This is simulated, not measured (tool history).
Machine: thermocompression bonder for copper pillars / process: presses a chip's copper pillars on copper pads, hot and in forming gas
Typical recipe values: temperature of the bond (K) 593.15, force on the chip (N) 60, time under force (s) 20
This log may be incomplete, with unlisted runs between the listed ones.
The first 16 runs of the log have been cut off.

run	day	temperature of the bond (K)	force on the chip (N)	time under force (s)	hours of work since the heater was calibrated	hours of work since the force cell was calibrated	hours of work since the gas filter was changed	force that shears a chip off (N)
# day 20.875: forming gas filter changed
17	21.467	607.15	40	20	316	1383	11	77.6
18	22.608	607.15	64	20	336	1404	31	95.5
19	23.758	607.15	64	20	357	1424	52	96.2
20	25.092	607.15	64	20	381	1448	76	94.6
21	26.667	577.15	62	33	410	1477	104	82.4
22	27.496	569.15	60	32	424	1492	119	73.6
23	28.871	569.15	56	32	449	1517	144	70.6
24	30.258	569.15	56	27	474	1542	169	66.5
25	31.812	615.15	60	13	502	1570	197	87.2
26	32.546	611.15	61	20	515	1583	210	94.9
27	33.846	611.15	61	20	539	1606	234	94.7
28	34.904	620.15	37	17	558	1625	253	77.7
# day 35.754: force cell calibrated
29	36.625	588.15	89	17	588	16	283	86.3
30	37.938	588.15	89	17	612	39	306	86.4
31	39.354	621.15	87	20	637	65	332	107.9
32	40.15	621.15	87	20	651	79	346	108.2
33	41.308	606.15	58	20	672	100	367	85.2
34	42.517	619.15	49	20	694	122	389	89.4
# day 43.85: forming gas filter changed
35	43.85	583.15	65	10	718	145	0	59.8
36	45.2	593.15	54	20	742	170	24	74.1
37	46.517	611.15	55	18	766	194	48	85.6
38	48.112	600.15	60	51	795	222	77	102.7
39	48.875	584.15	65	51	808	236	91	95.6
40	50.229	597.15	60	16	833	261	115	75.5

Branching from run 40: 3 alternative next runs. What would each branch give?
A	51.279	597.15	60	51	852	279	134	?
B	51.279	597.15	39	16	852	279	134	?
C	51.279	593.15	60	27	852	279	134	?

run	force that shears a chip off (N)
A	99.3
B	58.8
C	83.9
Without the tool's unlogged condition, the same runs would have read:
run	force that shears a chip off (N)
A	102.7
B	62.3
C	87.8

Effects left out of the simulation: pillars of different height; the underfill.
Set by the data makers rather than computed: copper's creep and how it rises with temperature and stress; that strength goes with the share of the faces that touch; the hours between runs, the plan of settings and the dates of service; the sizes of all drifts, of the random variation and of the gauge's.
